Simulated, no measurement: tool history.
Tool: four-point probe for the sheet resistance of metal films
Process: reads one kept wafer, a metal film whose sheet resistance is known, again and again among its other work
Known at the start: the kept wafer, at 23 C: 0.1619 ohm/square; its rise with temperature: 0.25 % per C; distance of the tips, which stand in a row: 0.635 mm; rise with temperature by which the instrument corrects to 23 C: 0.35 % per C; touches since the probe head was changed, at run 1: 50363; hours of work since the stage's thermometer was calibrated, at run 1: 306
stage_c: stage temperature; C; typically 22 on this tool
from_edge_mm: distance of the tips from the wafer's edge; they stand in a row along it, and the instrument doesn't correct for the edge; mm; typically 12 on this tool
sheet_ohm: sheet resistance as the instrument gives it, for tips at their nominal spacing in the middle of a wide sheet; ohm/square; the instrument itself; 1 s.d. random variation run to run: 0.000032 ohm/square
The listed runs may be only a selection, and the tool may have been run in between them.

run	hour	stage_c	from_edge_mm	touches since the probe head was changed	hours of work since the stage's thermometer was calibrated	sheet_ohm
1	0.0	22	12	50363	306	0.162500
2	13.6	20	12	50771	313	0.162843
3	32.8	20	12	51349	323	0.162818
4	47.8	25	12	51801	331	0.162089
5	62.5	25	12	52243	339	0.162062
6	77.4	22	12	52688	347	0.162535
7	94.8	22	12	53214	356	0.162453
8	109.6	22	12	53657	364	0.162487
9	128.1	22	12	54214	373	0.162457
10	153.6	22	12	54980	387	0.162457
11	175.2	22	12	55628	398	0.162468
12	198.9	22	12	56341	411	0.162525
13	219.2	22	12	56953	422	0.162508
14	239.8	22	12	57572	433	0.162475
15	256.2	28	12	58063	441	0.161558
16	283.2	28	12	58875	456	0.161547
17	307.2	22	39	59598	468	0.162289
18	323.1	22	12	60076	477	0.162475
19	341.1	22	12	60617	486	0.162427
20	352.7	22	18	60964	492	0.162275
# hour 355.4: stage's thermometer calibrated
21	380.1	22	18	61775	13	0.162395
22	397.9	21	7	62310	23	0.163155
23	411.6	21	7	62720	30	0.163096
24	435.1	28	4	63427	42	0.163531
# hour 441.4: stage's thermometer calibrated, once more
25	455.1	35	49	64013	7	0.160196
26	477.1	33	12	64676	19	0.160739
27	503.6	22	25	65471	33	0.162076
28	525.6	22	25	66132	45	0.162168
29	546.4	20	8	66759	56	0.163016
30	568.6	20	8	67423	67	0.162890
31	580.8	20	8	67793	74	0.162986
32	603.3	34	4	68468	86	0.162429
33	618.7	22	21	68931	94	0.162093
34	640.2	22	21	69576	105	0.162154
35	655.7	33	40	70042	114	0.160472
36	669.8	33	40	70467	121	0.160461
37	688.5	31	21	71030	131	0.160851
38	714.9	31	21	71822	145	0.160820
39	731.1	25	20	72310	154	0.161656
40	758.5	25	20	73134	168	0.161699
41	775.7	21	5	73649	177	0.163544

Each row is a separate what-if for the run after 41, all from the same tool condition, not one after another. Results?
A	797.1	22	7	74293	189	?
B	797.1	25	58	74293	189	?
C	797.1	32	16	74293	189	?
D	797.1	33	52	74293	189	?
E	797.1	21	20	74293	189	?

run	sheet_ohm
A	0.162771
B	0.161572
C	0.160724
D	0.160426
E	0.162279
What these runs would have given with no unlogged condition in the tool:
run	sheet_ohm
A	0.162790
B	0.161591
C	0.160744
D	0.160445
E	0.162298
